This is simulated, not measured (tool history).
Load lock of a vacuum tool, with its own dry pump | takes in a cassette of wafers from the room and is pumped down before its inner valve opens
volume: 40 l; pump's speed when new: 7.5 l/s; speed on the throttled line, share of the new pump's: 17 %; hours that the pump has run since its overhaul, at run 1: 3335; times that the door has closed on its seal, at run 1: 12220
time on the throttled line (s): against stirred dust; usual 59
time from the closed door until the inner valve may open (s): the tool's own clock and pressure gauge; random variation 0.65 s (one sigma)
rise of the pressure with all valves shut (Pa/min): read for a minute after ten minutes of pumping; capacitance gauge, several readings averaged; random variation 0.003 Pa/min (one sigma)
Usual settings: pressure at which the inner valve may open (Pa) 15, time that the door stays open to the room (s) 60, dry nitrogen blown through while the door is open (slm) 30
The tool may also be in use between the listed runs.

run	hour	time on the throttled line (s)	pressure at which the inner valve may open (Pa)	time that the door stays open to the room (s)	dry nitrogen blown through while the door is open (slm)	hours that the pump has run since its overhaul	times that the door has closed on its seal	incoming humidity of the room's air, %	time from the closed door until the inner valve may open (s)	rise of the pressure with all valves shut (Pa/min)
1	0.0	59	15	60	30	3335	12220	44.2	100.0	0.135
2	139.4	59	15	60	10	3474	12803	46.8	98.3	0.166
3	236.6	59	23	60	30	3572	13210	42.6	96.7	0.147
4	355.7	59	23	60	30	3691	13708	45.3	98.0	0.149
5	474.3	59	23	60	30	3809	14204	47.4	96.4	0.155
6	617.0	59	23	218	30	3952	14800	47.3	97.0	0.216
7	734.3	59	23	218	30	4069	15291	44.5	96.6	0.215
8	914.3	59	23	162	30	4249	16044	44.6	96.3	0.205
9	1032.0	59	23	162	30	4367	16536	48.8	97.8	0.214
10	1131.0	59	23	162	30	4466	16950	40.8	97.9	0.210
11	1246.3	59	23	162	30	4581	17432	45.4	96.0	0.223
12	1413.7	59	23	162	30	4749	18132	46.7	97.4	0.234
13	1557.5	59	23	162	30	4892	18733	45.5	97.3	0.242
14	1684.7	59	23	162	30	5020	19265	44.1	99.0	0.245
15	1856.4	59	15	60	30	5191	19983	47.7	100.3	0.224
16	2023.2	59	15	60	30	5358	20681	45.7	101.4	0.231
17	2097.8	59	15	60	30	5433	20993	45.6	100.1	0.229
18	2181.3	59	15	137	11	5516	21342	47.6	101.2	0.307
19	2280.9	32	15	143	11	5616	21758	45.5	79.1	0.305
20	2453.9	32	15	143	11	5789	22482	44.1	78.1	0.308
21	2592.7	59	20	60	4	5928	23062	45.0	99.3	0.282
22	2764.2	59	20	40	5	6099	23779	43.8	98.6	0.266
23	2926.8	59	20	40	5	6262	24459	45.6	99.8	0.288
24	3071.1	56	27	33	42	6406	25063	46.0	95.0	0.266
25	3152.6	56	27	33	42	6488	25403	45.9	95.5	0.265
26	3254.7	56	27	33	42	6590	25830	43.0	94.9	0.271
27	3396.6	56	27	33	42	6732	26424	42.0	94.8	0.278
28	3538.0	84	10	80	28	6873	27015	43.7	123.9	0.314
29	3634.4	84	10	80	28	6969	27418	49.6	123.7	0.333
30	3783.1	84	27	52	12	7118	28040	43.3	118.6	0.333
31	3873.2	84	22	61	12	7208	28417	46.0	121.0	0.345
32	4039.0	84	22	109	10	7374	29110	46.5	120.8	0.391

5 ways to go on from here, each from the tool as it stands after run 32. What would each give?
A	4204.6	84	29	109	6	7540	29803	43.1	?	?
B	4204.6	46	19	60	14	7540	29803	45.1	?	?
C	4204.6	34	26	60	6	7540	29803	44.4	?	?
D	4204.6	92	27	60	16	7540	29803	48.2	?	?
E	4204.6	84	22	211	28	7540	29803	45.4	?	?

run	time from the closed door until the inner valve may open (s)	rise of the pressure with all valves shut (Pa/min)
A	117.2	0.407
B	89.2	0.362
C	78.9	0.377
D	123.2	0.372
E	121.2	0.404
Without the tool's hidden state the same runs would have given:
run	time from the closed door until the inner valve may open (s)	rise of the pressure with all valves shut (Pa/min)
A	112.4	0.104
B	83.1	0.061
C	72.6	0.076
D	118.6	0.065
E	116.1	0.102
